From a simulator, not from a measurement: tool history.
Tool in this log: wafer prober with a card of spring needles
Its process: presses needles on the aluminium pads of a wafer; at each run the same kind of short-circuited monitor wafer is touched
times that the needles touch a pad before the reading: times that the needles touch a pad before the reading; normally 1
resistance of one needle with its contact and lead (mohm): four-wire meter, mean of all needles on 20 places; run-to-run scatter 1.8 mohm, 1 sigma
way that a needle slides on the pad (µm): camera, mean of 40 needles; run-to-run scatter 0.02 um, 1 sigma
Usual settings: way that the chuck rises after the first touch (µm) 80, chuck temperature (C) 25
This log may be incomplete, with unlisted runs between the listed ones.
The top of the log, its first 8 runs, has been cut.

| run | hour | way that the chuck rises after the first touch (µm) | chuck temperature (C) | times that the needles touch a pad before the reading | touches since the tips were cleaned | cleanings since the card got new needles | touches since the first contact's height was set | resistance of one needle with its contact and lead (mohm) | way that a needle slides on the pad (µm) |
|---|---|---|---|---|---|---|---|---|---|
|  | 69.7 | tips cleaned on abrasive film |
|  | 77.7 | tips cleaned on abrasive film |
| 9 | 79.5 | 97 | 25 | 1 | 1023 | 81 | 135037 | 201 | 15.29 |
|  | 85.5 | tips cleaned on abrasive film |
|  | 93.3 | tips cleaned on abrasive film |
| 10 | 93.3 | 97 | 25 | 1 | 0 | 83 | 142859 | 190 | 15.28 |
|  | 101.5 | tips cleaned on abrasive film |
| 11 | 103.5 | 80 | 40 | 1 | 1121 | 84 | 148630 | 217 | 12.53 |
|  | 109.5 | tips cleaned on abrasive film |
| 12 | 114.5 | 80 | 103 | 1 | 2876 | 85 | 154924 | 248 | 12.5 |
|  | 117 | tips cleaned on abrasive film |
|  | 124.5 | tips cleaned on abrasive film |
| 13 | 125.6 | 80 | 25 | 1 | 622 | 87 | 161194 | 209 | 12.49 |
|  | 132.3 | tips cleaned on abrasive film |
| 14 | 135.2 | 65 | 25 | 1 | 1683 | 88 | 166660 | 243 | 10.05 |
|  | 140.5 | tips cleaned on abrasive film |
| 15 | 143.8 | 80 | 25 | 1 | 1909 | 89 | 171528 | 231 | 12.42 |
|  | 148.6 | tips cleaned on abrasive film |
| 16 | 154.7 | 80 | 25 | 1 | 3505 | 90 | 177739 | 245 | 12.41 |
|  | 156.1 | tips cleaned on abrasive film |
| 17 | 163 | 84 | 49 | 1 | 3961 | 91 | 182458 | 248 | 13.09 |
|  | 164.4 | tips cleaned on abrasive film |
|  | 171.9 | tips cleaned on abrasive film |
| 18 | 171.9 | 80 | 33 | 1 | 0 | 93 | 187434 | 195 | 12.4 |
|  | 180 | tips cleaned on abrasive film |
| 19 | 185.1 | 95 | 62 | 1 | 2956 | 94 | 194996 | 233 | 14.86 |
|  | 187.6 | tips cleaned on abrasive film |
| 20 | 192.8 | 71 | 65 | 2 | 2980 | 95 | 199349 | 240 | 10.96 |
|  | 195.8 | tips cleaned on abrasive film |
|  | 203.8 | tips cleaned on abrasive film |
| 21 | 203.8 | 76 | 106 | 2 | 0 | 97 | 205565 | 208 | 11.78 |
|  | 211.2 | tips cleaned on abrasive film |
| 22 | 212.5 | 76 | 106 | 2 | 759 | 98 | 210515 | 221 | 11.72 |

Forecast run 23:
|  | 218.6 | tips cleaned on abrasive film |
| 23 | 224.6 | 80 | 70 | 1 | 3427 | 99 | 217383 | ? | ? |

resistance of one needle with its contact and lead (mohm): 251
way that a needle slides on the pad (µm): 12.41
With no hidden state in the tool, this same run would have given resistance of one needle with its contact and lead (mohm) 197, way that a needle slides on the pad (µm) 12.95.

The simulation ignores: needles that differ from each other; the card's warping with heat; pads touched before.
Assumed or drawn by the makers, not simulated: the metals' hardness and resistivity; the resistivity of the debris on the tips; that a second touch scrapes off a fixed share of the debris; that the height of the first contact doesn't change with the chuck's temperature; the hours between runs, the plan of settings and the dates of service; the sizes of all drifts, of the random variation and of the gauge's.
